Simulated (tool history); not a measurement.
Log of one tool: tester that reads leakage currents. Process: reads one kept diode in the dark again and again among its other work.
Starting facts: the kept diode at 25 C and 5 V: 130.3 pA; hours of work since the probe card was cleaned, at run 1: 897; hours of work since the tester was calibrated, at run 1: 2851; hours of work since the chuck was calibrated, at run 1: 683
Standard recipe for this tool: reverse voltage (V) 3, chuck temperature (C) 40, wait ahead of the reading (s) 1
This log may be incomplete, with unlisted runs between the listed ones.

run,hour,reverse voltage (V),chuck temperature (C),wait ahead of the reading (s),hours of work since the probe card was cleaned,hours of work since the tester was calibrated,hours of work since the chuck was calibrated,current that the tester gives (pA)
1,0,3,40,1,897,2851,683,354.04
2,79.1,3,40,1,959,2913,745,353.98
3,136.9,3,40,1,1005,2958,791,354.88
4,176.8,3,40,1,1036,2990,822,355.05
5,256.3,3,40,1,1099,3053,885,353.41
6,345,3,40,5.38,1169,3123,955,356.03
7,404.5,3,40,5.38,1216,3170,1002,357.9
8,479.2,3,40,5.38,1274,3228,1061,357.41
9,519.7,3,40,5.38,1306,3260,1093,356.94
10,566.8,3,40,5.38,1344,3297,1130,359.07
11,645.3,3,40,1,1405,3359,1192,361.12
12,707.2,3,40,1,1454,3408,1241,360.06
13,746.2,3,40,1,1485,3439,1271,360.84
14,822.3,3,40,1,1545,3499,1331,360.95
15,886.5,3,40,1,1596,3550,1382,362.69
16,935.7,3,40,1,1634,3588,1421,361.69
17,1007.8,14.35,27,1,1691,3645,1478,252.81
18,1056.4,14.35,27,1,1730,3684,1516,253.97
19,1109.7,1.2,29,1.59,1772,3726,1558,112.81
20,1183,2.18,29,0.32,1829,3783,1616,143.36
# hour 1242.9: chuck's temperature calibrated
21,1257.3,2.18,29,0.32,1886,3840,11,134.73
22,1335.2,3.79,33,0.87,1948,3902,73,227.15
23,1398.4,3.79,33,1.26,1998,3952,123,225.78
24,1448.5,2.83,23,3.59,2037,3991,162,92.94
25,1534.6,2.83,23,3.59,2105,4059,230,93.15
26,1572.6,2.3,23,9.62,2135,4089,260,85.88
27,1654.9,2.3,23,9.62,2200,4154,325,85.62

What does the tool deliver on the next run?
28,1707,2.3,23,9.62,2241,4195,366,?

{"run 28": {"current that the tester gives (pA)": 85.99}}
Without the tool's hidden state the same run would have given current that the tester gives (pA) 82.01.

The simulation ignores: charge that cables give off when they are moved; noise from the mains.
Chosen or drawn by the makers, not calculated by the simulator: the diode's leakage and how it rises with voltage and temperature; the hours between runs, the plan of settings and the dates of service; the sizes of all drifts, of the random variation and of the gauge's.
